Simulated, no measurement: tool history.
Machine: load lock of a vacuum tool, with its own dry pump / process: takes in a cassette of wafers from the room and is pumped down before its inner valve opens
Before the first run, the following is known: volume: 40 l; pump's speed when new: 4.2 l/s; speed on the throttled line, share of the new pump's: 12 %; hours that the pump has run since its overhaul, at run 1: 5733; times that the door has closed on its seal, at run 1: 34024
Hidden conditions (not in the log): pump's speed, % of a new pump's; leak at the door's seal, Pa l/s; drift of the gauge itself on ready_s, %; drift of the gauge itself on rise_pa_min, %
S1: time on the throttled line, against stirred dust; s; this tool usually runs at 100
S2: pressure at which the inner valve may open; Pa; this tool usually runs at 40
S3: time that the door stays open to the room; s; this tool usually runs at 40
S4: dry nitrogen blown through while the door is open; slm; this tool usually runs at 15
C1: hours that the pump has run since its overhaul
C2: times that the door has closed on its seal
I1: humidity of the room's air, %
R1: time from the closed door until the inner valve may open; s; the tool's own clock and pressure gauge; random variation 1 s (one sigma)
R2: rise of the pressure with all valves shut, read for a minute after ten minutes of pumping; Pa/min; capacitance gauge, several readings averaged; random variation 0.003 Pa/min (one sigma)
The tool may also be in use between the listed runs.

run 1 day=0.000 | S1=100 S2=40 S3=40 S4=15 | C1=5733 C2=34024 | I1=43.3 | R1=162.1 R2=0.048
run 2 day=11.429 | S1=100 S2=40 S3=40 S4=15 | C1=6007 C2=35217 | I1=47.4 | R1=162.5 R2=0.057
run 3 day=33.675 | S1=100 S2=40 S3=40 S4=15 | C1=6541 C2=37539 | I1=44.6 | R1=161.2 R2=0.051
run 4 day=49.204 | S1=100 S2=40 S3=40 S4=15 | C1=6914 C2=39160 | I1=43.6 | R1=162.2 R2=0.051
run 5 day=71.400 | S1=100 S2=40 S3=40 S4=15 | C1=7447 C2=41477 | I1=47.5 | R1=163.9 R2=0.056
run 6 day=86.296 | S1=100 S2=40 S3=40 S4=15 | C1=7804 C2=43031 | I1=46.7 | R1=162.6 R2=0.062
run 7 day=107.567 | S1=100 S2=40 S3=40 S4=15 | C1=8315 C2=45251 | I1=41.5 | R1=162.6 R2=0.045
run 8 day=126.925 | S1=100 S2=40 S3=40 S4=15 | C1=8779 C2=47272 | I1=43.1 | R1=161.7 R2=0.051
run 9 day=148.996 | S1=100 S2=40 S3=40 S4=15 | C1=9309 C2=49576 | I1=45.4 | R1=162.0 R2=0.054
run 10 day=157.975 | S1=100 S2=40 S3=40 S4=15 | C1=9524 C2=50513 | I1=47.8 | R1=164.0 R2=0.052
-- day=165.646 door's seal changed, seat wiped
run 11 day=180.004 | S1=100 S2=40 S3=40 S4=15 | C1=10052 C2=1499 | I1=43.6 | R1=162.1 R2=0.053
run 12 day=196.396 | S1=90 S2=40 S3=40 S4=15 | C1=10445 C2=3210 | I1=48.1 | R1=152.6 R2=0.056
run 13 day=215.888 | S1=90 S2=40 S3=40 S4=15 | C1=10913 C2=5244 | I1=47.9 | R1=153.3 R2=0.058
run 14 day=229.933 | S1=90 S2=40 S3=40 S4=15 | C1=11250 C2=6710 | I1=46.2 | R1=155.6 R2=0.055
run 15 day=239.017 | S1=100 S2=40 S3=40 S4=15 | C1=11468 C2=7658 | I1=43.1 | R1=162.3 R2=0.047
-- day=248.933 dry pump taken out, an overhauled one fitted
run 16 day=256.908 | S1=100 S2=40 S3=57 S4=15 | C1=191 C2=9500 | I1=42.8 | R1=164.4 R2=0.056
run 17 day=271.417 | S1=100 S2=40 S3=40 S4=15 | C1=540 C2=11014 | I1=43.9 | R1=160.7 R2=0.055
run 18 day=285.525 | S1=100 S2=40 S3=40 S4=15 | C1=878 C2=12487 | I1=42.7 | R1=162.9 R2=0.052
run 19 day=303.133 | S1=109 S2=40 S3=40 S4=15 | C1=1301 C2=14325 | I1=46.9 | R1=170.4 R2=0.050
run 20 day=315.117 | S1=109 S2=40 S3=40 S4=14 | C1=1588 C2=15576 | I1=45.8 | R1=168.9 R2=0.049
run 21 day=326.017 | S1=60 S2=50 S3=209 S4=7 | C1=1850 C2=16713 | I1=46.6 | R1=124.3 R2=0.105
run 22 day=338.700 | S1=60 S2=50 S3=46 S4=5 | C1=2154 C2=18037 | I1=46.3 | R1=124.5 R2=0.070
run 23 day=350.908 | S1=100 S2=29 S3=157 S4=15 | C1=2447 C2=19311 | I1=44.5 | R1=167.0 R2=0.083
run 24 day=360.975 | S1=100 S2=29 S3=157 S4=15 | C1=2689 C2=20362 | I1=45.5 | R1=165.4 R2=0.083
run 25 day=377.638 | S1=68 S2=59 S3=30 S4=26 | C1=3089 C2=22101 | I1=45.3 | R1=130.3 R2=0.039
run 26 day=397.254 | S1=119 S2=77 S3=133 S4=17 | C1=3560 C2=24149 | I1=44.1 | R1=173.7 R2=0.070
run 27 day=408.671 | S1=119 S2=77 S3=133 S4=17 | C1=3834 C2=25341 | I1=41.4 | R1=173.6 R2=0.071
run 28 day=419.029 | S1=100 S2=28 S3=204 S4=26 | C1=4082 C2=26421 | I1=47.6 | R1=165.9 R2=0.084
run 29 day=441.125 | S1=191 S2=28 S3=204 S4=33 | C1=4613 C2=28728 | I1=44.7 | R1=245.5 R2=0.069
run 30 day=458.092 | S1=121 S2=40 S3=205 S4=15 | C1=5020 C2=30499 | I1=45.7 | R1=180.9 R2=0.093
run 31 day=471.479 | S1=121 S2=40 S3=205 S4=15 | C1=5341 C2=31896 | I1=47.8 | R1=181.9 R2=0.091
run 32 day=488.738 | S1=175 S2=40 S3=42 S4=15 | C1=5755 C2=33697 | I1=41.3 | R1=227.5 R2=0.050
run 33 day=506.304 | S1=63 S2=50 S3=40 S4=15 | C1=6177 C2=35531 | I1=43.8 | R1=128.2 R2=0.057
run 34 day=523.175 | S1=98 S2=51 S3=40 S4=15 | C1=6582 C2=37292 | I1=42.8 | R1=157.0 R2=0.052
run 35 day=545.417 | S1=100 S2=33 S3=40 S4=15 | C1=7116 C2=39614 | I1=44.6 | R1=165.0 R2=0.056
run 36 day=565.638 | S1=61 S2=57 S3=97 S4=19 | C1=7601 C2=41724 | I1=45.5 | R1=123.8 R2=0.068

Across each entry between runs, compare the hidden state at the last listed run before it with the hidden state at the first listed run after it:
From run 10 to run 11: door's seal changed, seat wiped (day 165.646)
  leak at the door's seal, Pa l/s: 0.0028 -> 0.002
From run 15 to run 16: dry pump taken out, an overhauled one fitted (day 248.933)
  pump's speed, % of a new pump's: 99.9 -> 100
